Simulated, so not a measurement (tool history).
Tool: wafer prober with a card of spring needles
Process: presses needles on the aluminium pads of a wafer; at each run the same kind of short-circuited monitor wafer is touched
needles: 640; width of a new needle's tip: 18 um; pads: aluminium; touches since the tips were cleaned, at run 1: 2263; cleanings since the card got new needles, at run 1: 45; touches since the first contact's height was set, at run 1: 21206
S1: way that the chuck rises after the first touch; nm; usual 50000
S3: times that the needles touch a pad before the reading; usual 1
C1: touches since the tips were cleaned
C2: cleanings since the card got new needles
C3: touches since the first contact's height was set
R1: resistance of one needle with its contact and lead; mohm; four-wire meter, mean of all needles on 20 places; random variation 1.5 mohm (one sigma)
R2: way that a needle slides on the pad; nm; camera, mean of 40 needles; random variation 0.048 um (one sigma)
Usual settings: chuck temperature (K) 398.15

{"run": 1, "day": 0.0, "S1": 50000, "chuck temperature (K)": 398.15, "S3": 1, "C1": 2263, "C2": 45, "C3": 21206, "R1": 340, "R2": 13700}
{"day": 0.192, "done": "tips cleaned on abrasive film"}
{"run": 2, "day": 0.575, "S1": 50000, "chuck temperature (K)": 398.15, "S3": 1, "C1": 3781, "C2": 46, "C3": 26848, "R1": 424, "R2": 13710}
{"day": 0.617, "done": "tips cleaned on abrasive film"}
{"run": 3, "day": 0.975, "S1": 50000, "chuck temperature (K)": 305.15, "S3": 1, "C1": 3534, "C2": 47, "C3": 30720, "R1": 435, "R2": 13700}
{"day": 1.033, "done": "tips cleaned on abrasive film"}
{"day": 1.45, "done": "tips cleaned on abrasive film"}
{"run": 4, "day": 1.554, "S1": 50000, "chuck temperature (K)": 305.15, "S3": 1, "C1": 1059, "C2": 49, "C3": 36371, "R1": 262, "R2": 13660}
{"day": 1.858, "done": "tips cleaned on abrasive film"}
{"run": 5, "day": 1.917, "S1": 50000, "chuck temperature (K)": 398.15, "S3": 1, "C1": 569, "C2": 50, "C3": 39897, "R1": 227, "R2": 13610}
{"run": 6, "day": 2.175, "S1": 50000, "chuck temperature (K)": 398.15, "S3": 1, "C1": 3104, "C2": 50, "C3": 42432, "R1": 388, "R2": 13580}
{"day": 2.279, "done": "tips cleaned on abrasive film"}
{"run": 7, "day": 2.525, "S1": 50000, "chuck temperature (K)": 398.15, "S3": 1, "C1": 2392, "C2": 51, "C3": 45822, "R1": 349, "R2": 13650}
{"day": 2.683, "done": "tips cleaned on abrasive film"}
{"day": 3.075, "done": "tips cleaned on abrasive film"}
{"run": 8, "day": 3.075, "S1": 50000, "chuck temperature (K)": 398.15, "S3": 1, "C1": 0, "C2": 53, "C3": 51186, "R1": 173, "R2": 13650}
{"day": 3.467, "done": "tips cleaned on abrasive film"}
{"run": 9, "day": 3.638, "S1": 67000, "chuck temperature (K)": 305.15, "S3": 2, "C1": 1667, "C2": 54, "C3": 56663, "R1": 187, "R2": 18160}
{"day": 3.888, "done": "tips cleaned on abrasive film"}
{"run": 10, "day": 3.962, "S1": 67000, "chuck temperature (K)": 305.15, "S3": 2, "C1": 746, "C2": 55, "C3": 59827, "R1": 159, "R2": 18400}
{"day": 4.025, "done": "height of the first contact set anew"}
{"day": 4.304, "done": "tips cleaned on abrasive film"}
{"run": 11, "day": 4.508, "S1": 53000, "chuck temperature (K)": 305.15, "S3": 3, "C1": 1988, "C2": 56, "C3": 4712, "R1": 196, "R2": 14190}
{"day": 4.712, "done": "tips cleaned on abrasive film"}
{"run": 12, "day": 4.962, "S1": 52000, "chuck temperature (K)": 329.15, "S3": 3, "C1": 2471, "C2": 57, "C3": 9168, "R1": 218, "R2": 13980}
{"day": 5.158, "done": "tips cleaned on abrasive film"}
{"run": 13, "day": 5.342, "S1": 50000, "chuck temperature (K)": 398.15, "S3": 1, "C1": 1831, "C2": 58, "C3": 12864, "R1": 333, "R2": 13410}
{"day": 5.571, "done": "tips cleaned on abrasive film"}
{"run": 14, "day": 5.65, "S1": 56000, "chuck temperature (K)": 309.15, "S3": 2, "C1": 795, "C2": 59, "C3": 15872, "R1": 190, "R2": 15080}
{"day": 5.971, "done": "tips cleaned on abrasive film"}
{"run": 15, "day": 5.992, "S1": 56000, "chuck temperature (K)": 309.15, "S3": 2, "C1": 226, "C2": 60, "C3": 19190, "R1": 159, "R2": 15040}

Forecast each of these 4 alternatives for the next run:
{"day": 6.375, "done": "tips cleaned on abrasive film"}
{"run": "A", "day": 6.483, "S1": 39000, "chuck temperature (K)": 302.15, "S3": 2, "C1": 1089, "C2": 61, "C3": 23989, "R1": "?", "R2": "?"}
{"day": 6.375, "done": "tips cleaned on abrasive film"}
{"run": "B", "day": 6.483, "S1": 60000, "chuck temperature (K)": 377.15, "S3": 2, "C1": 1089, "C2": 61, "C3": 23989, "R1": "?", "R2": "?"}
{"day": 6.375, "done": "tips cleaned on abrasive film"}
{"run": "C", "day": 6.483, "S1": 30000, "chuck temperature (K)": 340.15, "S3": 2, "C1": 1089, "C2": 61, "C3": 23989, "R1": "?", "R2": "?"}
{"day": 6.375, "done": "tips cleaned on abrasive film"}
{"run": "D", "day": 6.483, "S1": 56000, "chuck temperature (K)": 384.15, "S3": 2, "C1": 1089, "C2": 61, "C3": 23989, "R1": "?", "R2": "?"}

run=A R1=266 R2=10300
run=B R1=187 R2=16190
run=C R1=369 R2=7840
run=D R1=203 R2=15010
Without the tool's hidden state the same runs would have given:
run=A R1=133 R2=10790
run=B R1=136 R2=16680
run=C R1=152 R2=8330
run=D R1=143 R2=15500
